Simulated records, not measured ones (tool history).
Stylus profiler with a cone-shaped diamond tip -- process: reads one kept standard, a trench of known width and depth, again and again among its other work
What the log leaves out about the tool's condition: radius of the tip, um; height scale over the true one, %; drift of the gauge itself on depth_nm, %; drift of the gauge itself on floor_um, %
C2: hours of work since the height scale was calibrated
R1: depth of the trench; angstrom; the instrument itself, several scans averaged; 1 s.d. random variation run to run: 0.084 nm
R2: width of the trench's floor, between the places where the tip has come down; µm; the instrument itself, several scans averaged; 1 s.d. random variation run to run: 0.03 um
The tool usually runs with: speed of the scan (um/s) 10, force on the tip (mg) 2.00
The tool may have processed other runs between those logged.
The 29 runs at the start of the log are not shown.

run 30 hour=1114.2 | speed_of_the_scan_(um/s)=15 force_on_the_tip_(mg)=1.94 | scans_with_this_tip=5081 C2=837 | R1=1009.1 R2=48.58
run 31 hour=1140.0 | speed_of_the_scan_(um/s)=36 force_on_the_tip_(mg)=1.02 | scans_with_this_tip=5158 C2=849 | R1=1006.4 R2=48.49
run 32 hour=1186.2 | speed_of_the_scan_(um/s)=36 force_on_the_tip_(mg)=1.02 | scans_with_this_tip=5294 C2=872 | R1=1004.6 R2=48.51
run 33 hour=1238.3 | speed_of_the_scan_(um/s)=4 force_on_the_tip_(mg)=2.00 | scans_with_this_tip=5449 C2=897 | R1=1009.5 R2=48.74
run 34 hour=1274.0 | speed_of_the_scan_(um/s)=4 force_on_the_tip_(mg)=4.31 | scans_with_this_tip=5555 C2=915 | R1=1015.8 R2=48.73
run 35 hour=1312.7 | speed_of_the_scan_(um/s)=18 force_on_the_tip_(mg)=0.93 | scans_with_this_tip=5669 C2=934 | R1=1004.7 R2=48.61
run 36 hour=1344.5 | speed_of_the_scan_(um/s)=22 force_on_the_tip_(mg)=2.00 | scans_with_this_tip=5764 C2=949 | R1=1008.7 R2=48.54
run 37 hour=1370.2 | speed_of_the_scan_(um/s)=3 force_on_the_tip_(mg)=1.90 | scans_with_this_tip=5840 C2=962 | R1=1009.2 R2=48.70
run 38 hour=1407.6 | speed_of_the_scan_(um/s)=18 force_on_the_tip_(mg)=0.77 | scans_with_this_tip=5951 C2=980 | R1=1003.9 R2=48.59
run 39 hour=1446.2 | speed_of_the_scan_(um/s)=18 force_on_the_tip_(mg)=0.77 | scans_with_this_tip=6065 C2=999 | R1=1005.3 R2=48.59
run 40 hour=1489.5 | speed_of_the_scan_(um/s)=12 force_on_the_tip_(mg)=1.49 | scans_with_this_tip=6193 C2=1020 | R1=1008.7 R2=48.71
run 41 hour=1521.8 | speed_of_the_scan_(um/s)=4 force_on_the_tip_(mg)=1.58 | scans_with_this_tip=6289 C2=1036 | R1=1008.6 R2=48.69

Run 42 is up next; what results do you expect?
run 42 hour=1548.2 | speed_of_the_scan_(um/s)=3 force_on_the_tip_(mg)=1.23 | scans_with_this_tip=6367 C2=1049 | R1=? R2=?

Run 42 measured R1 1006.5 angstrom, R2 48.70 µm.
Minus the tool's unlogged condition, the same run would have read R1 1006.7 angstrom, R2 48.70 µm.
